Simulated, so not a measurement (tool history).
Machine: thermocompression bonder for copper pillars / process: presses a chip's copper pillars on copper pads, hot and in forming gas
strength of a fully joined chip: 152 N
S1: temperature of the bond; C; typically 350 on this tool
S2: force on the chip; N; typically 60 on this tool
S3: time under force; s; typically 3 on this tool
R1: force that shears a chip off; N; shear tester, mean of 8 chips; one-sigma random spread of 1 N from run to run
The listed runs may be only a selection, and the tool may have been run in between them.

run    hour   S1  S2  S3     R1
  1     0.0  350  60   3   91.2
  2    34.7  350  60   3   89.3
  3    96.1  350  60   3   90.5
  4   176.0  350  60   7  112.7
      211.2  -- forming gas filter changed
  5   244.6  350  60   6  108.9
  6   286.5  350  60   6  108.2
  7   341.0  350  60   3   89.9
  8   396.4  350  60   3   90.8
  9   477.0  321  60   3   64.8
 10   540.3  350  60   2   80.3
 11   619.3  350  60   2   80.5
 12   690.2  350  60   5  102.6
 13   751.2  350  60   5  102.8
 14   820.9  331  57   5   85.0
 15   857.8  331  64   5   90.4
      894.3  -- heater calibrated with a thermocouple chip
 16   898.8  339  60   3   80.9
      946.5  -- force cell calibrated
 17   970.6  353  52   6  109.0
     1014.2  -- forming gas filter changed
 18  1045.4  350  39   3   75.9
 19  1117.1  352  38   6   94.6
 20  1181.5  338  61   6   99.2
 21  1230.7  338  61   6   98.4
 22  1295.4  349  59   3   89.3
 23  1337.0  362  59   5  113.4
 24  1387.4  362  59   5  113.6
 25  1449.6  353  59   3   92.4
 26  1524.8  353  59   3   90.8

Below are 5 alternative next runs, each starting from the tool's condition after run 26. Predict each:
  A  1598.7  343  59   3   ?
  B  1598.7  330  60   3   ?
  C  1598.7  350  60   7   ?
  D  1598.7  371  88   5   ?
  E  1598.7  348  66   2   ?

run     R1
  A   84.7
  B   72.0
  C  112.9
  D  130.5
  E   82.5
With no hidden state in the tool, these same runs would have given:
run     R1
  A   84.9
  B   72.2
  C  113.1
  D  130.8
  E   82.7
